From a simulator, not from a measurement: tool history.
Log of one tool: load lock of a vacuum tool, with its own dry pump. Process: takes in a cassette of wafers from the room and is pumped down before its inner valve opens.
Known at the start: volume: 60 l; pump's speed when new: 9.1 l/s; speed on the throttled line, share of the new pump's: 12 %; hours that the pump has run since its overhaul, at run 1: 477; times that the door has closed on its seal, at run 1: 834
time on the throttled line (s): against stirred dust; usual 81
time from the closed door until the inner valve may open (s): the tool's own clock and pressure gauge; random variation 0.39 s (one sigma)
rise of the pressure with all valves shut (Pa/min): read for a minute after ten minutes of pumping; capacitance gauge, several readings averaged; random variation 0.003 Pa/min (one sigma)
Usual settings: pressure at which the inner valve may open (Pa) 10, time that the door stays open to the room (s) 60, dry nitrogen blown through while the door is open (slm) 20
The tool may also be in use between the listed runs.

| run | hour | time on the throttled line (s) | pressure at which the inner valve may open (Pa) | time that the door stays open to the room (s) | dry nitrogen blown through while the door is open (slm) | hours that the pump has run since its overhaul | times that the door has closed on its seal | incoming humidity of the room's air, % | time from the closed door until the inner valve may open (s) | rise of the pressure with all valves shut (Pa/min) |
|---|---|---|---|---|---|---|---|---|---|---|
| 1 | 0 | 81 | 10 | 60 | 20 | 477 | 834 | 40.6 | 131.9 | 0.023 |
| 2 | 79.4 | 55 | 10 | 60 | 20 | 556 | 1049 | 43.5 | 108.8 | 0.022 |
| 3 | 217.6 | 55 | 10 | 60 | 23 | 695 | 1423 | 41.9 | 109 | 0.024 |
| 4 | 323 | 55 | 10 | 60 | 23 | 800 | 1709 | 40.6 | 109 | 0.025 |
| 5 | 451.4 | 55 | 10 | 60 | 23 | 928 | 2056 | 46.6 | 108.9 | 0.029 |
| 6 | 583.4 | 112 | 10 | 60 | 20 | 1060 | 2414 | 46.9 | 159.1 | 0.031 |
| 7 | 684.4 | 81 | 19 | 60 | 20 | 1161 | 2688 | 45.3 | 128.2 | 0.035 |
| 8 | 813.6 | 81 | 10 | 60 | 20 | 1291 | 3038 | 45 | 132.5 | 0.023 |
| 9 | 943.1 | 81 | 10 | 60 | 20 | 1420 | 3389 | 40.6 | 132.3 | 0.029 |
| 10 | 1076.6 | 81 | 10 | 60 | 20 | 1554 | 3750 | 43.4 | 132.5 | 0.031 |
| 11 | 1152.2 | 81 | 10 | 60 | 20 | 1629 | 3955 | 45.9 | 132.2 | 0.033 |
| 12 | 1240.1 | 81 | 10 | 60 | 20 | 1717 | 4193 | 42.7 | 131.6 | 0.03 |
| 13 | 1356.1 | 81 | 10 | 60 | 20 | 1833 | 4508 | 46.2 | 131.8 | 0.039 |
| 14 | 1458.2 | 81 | 10 | 60 | 20 | 1935 | 4784 | 46 | 132.3 | 0.042 |
| 15 | 1561 | 45 | 10 | 31 | 20 | 2038 | 5063 | 43.2 | 100.5 | 0.034 |
| 16 | 1621.6 | 45 | 10 | 31 | 20 | 2099 | 5227 | 45.4 | 100.5 | 0.032 |
| 17 | 1744.3 | 45 | 10 | 31 | 20 | 2221 | 5559 | 42 | 100.8 | 0.035 |
| 18 | 1839.8 | 42 | 10 | 31 | 20 | 2317 | 5818 | 45.7 | 98.3 | 0.046 |
| 19 | 1938.6 | 81 | 10 | 60 | 33 | 2416 | 6086 | 46.1 | 132.5 | 0.043 |
| 20 | 2026.7 | 111 | 9 | 54 | 8 | 2504 | 6324 | 45.6 | 158.7 | 0.056 |
| 21 | 2087.5 | 74 | 13 | 46 | 15 | 2565 | 6489 | 44.7 | 124.1 | 0.05 |
| 22 | 2165 | 74 | 13 | 46 | 15 | 2642 | 6699 | 42.8 | 124.3 | 0.044 |
| 23 | 2257.5 | 74 | 13 | 190 | 5 | 2735 | 6950 | 43.9 | 124.4 | 0.066 |
| 24 | 2325.9 | 81 | 18 | 62 | 7 | 2803 | 7135 | 48.3 | 129.1 | 0.056 |

Forecast each of these 5 alternatives for the next run:
| A | 2401 | 81 | 10 | 66 | 8 | 2878 | 7339 | 45.7 | ? | ? |
| B | 2401 | 81 | 10 | 60 | 15 | 2878 | 7339 | 45.2 | ? | ? |
| C | 2401 | 81 | 16 | 51 | 7 | 2878 | 7339 | 46.5 | ? | ? |
| D | 2401 | 81 | 18 | 62 | 21 | 2878 | 7339 | 43.4 | ? | ? |
| E | 2401 | 109 | 20 | 128 | 20 | 2878 | 7339 | 43.7 | ? | ? |

| run | time from the closed door until the inner valve may open (s) | rise of the pressure with all valves shut (Pa/min) |
|---|---|---|
| A | 132.9 | 0.056 |
| B | 132.2 | 0.05 |
| C | 129.8 | 0.055 |
| D | 129.1 | 0.044 |
| E | 152.6 | 0.052 |
Without the tool's hidden state the same runs would have given:
| run | time from the closed door until the inner valve may open (s) | rise of the pressure with all valves shut (Pa/min) |
|---|---|---|
| A | 132.3 | 0.032 |
| B | 131.6 | 0.026 |
| C | 129.2 | 0.03 |
| D | 128.6 | 0.02 |
| E | 152.1 | 0.028 |
